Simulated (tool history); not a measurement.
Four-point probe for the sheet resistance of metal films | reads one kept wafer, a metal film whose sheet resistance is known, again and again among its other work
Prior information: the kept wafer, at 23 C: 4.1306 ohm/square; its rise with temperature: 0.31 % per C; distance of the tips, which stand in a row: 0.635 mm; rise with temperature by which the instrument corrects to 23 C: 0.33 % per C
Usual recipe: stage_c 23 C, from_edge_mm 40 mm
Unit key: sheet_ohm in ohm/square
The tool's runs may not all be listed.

Run 1, day 0.000: usual settings. Result: sheet_ohm 4.125044 ohm/square.
Run 2, day 0.825: usual settings but from_edge_mm 43 mm. Result: sheet_ohm 4.122826 ohm/square.
Run 3, day 1.171: usual settings but from_edge_mm 67 mm. Result: sheet_ohm 4.123045 ohm/square.
Run 4, day 2.004: usual settings but from_edge_mm 67 mm. Result: sheet_ohm 4.122885 ohm/square.
Run 5, day 2.842: usual settings but from_edge_mm 31 mm. Result: sheet_ohm 4.126108 ohm/square.
Run 6, day 3.192: usual settings. Result: sheet_ohm 4.124128 ohm/square.
Run 7, day 3.579: usual settings. Result: sheet_ohm 4.123003 ohm/square.
Run 8, day 4.212: usual settings. Result: sheet_ohm 4.124774 ohm/square.
Run 9, day 4.621: usual settings but from_edge_mm 48 mm. Result: sheet_ohm 4.122688 ohm/square.
Run 10, day 5.367: usual settings. Result: sheet_ohm 4.122837 ohm/square.
Run 11, day 5.962: usual settings. Result: sheet_ohm 4.123414 ohm/square.
Run 12, day 6.583: usual settings. Result: sheet_ohm 4.122361 ohm/square.
Run 13, day 7.146: usual settings. Result: sheet_ohm 4.123113 ohm/square.
Run 14, day 7.962: usual settings but stage_c 21 C. Result: sheet_ohm 4.124365 ohm/square.
Run 15, day 8.783: usual settings but stage_c 33 C. Result: sheet_ohm 4.116688 ohm/square.
Run 16, day 9.212: usual settings but stage_c 18 C. Result: sheet_ohm 4.127891 ohm/square.
Run 17, day 9.558: usual settings but stage_c 18 C. Result: sheet_ohm 4.127684 ohm/square.
Run 18, day 10.121: usual settings but stage_c 18 C. Result: sheet_ohm 4.126239 ohm/square.
Run 19, day 10.858: usual settings but stage_c 25 C, from_edge_mm 15 mm. Result: sheet_ohm 4.124304 ohm/square.
Run 20, day 11.504: usual settings but stage_c 25 C, from_edge_mm 3 mm. Result: sheet_ohm 4.218224 ohm/square.
Run 21, day 12.054: usual settings but stage_c 24 C, from_edge_mm 57 mm. Result: sheet_ohm 4.121704 ohm/square.

The next listed run, before its measurement:
Run 22, day 12.396: usual settings but stage_c 24 C, from_edge_mm 57 mm. Result: sheet_ohm ?.

{"run 22": {"sheet_ohm": 4.121105}}
With the hidden condition absent and the run-to-run variation left alone, this run would have shown sheet_ohm 4.130049 ohm/square.

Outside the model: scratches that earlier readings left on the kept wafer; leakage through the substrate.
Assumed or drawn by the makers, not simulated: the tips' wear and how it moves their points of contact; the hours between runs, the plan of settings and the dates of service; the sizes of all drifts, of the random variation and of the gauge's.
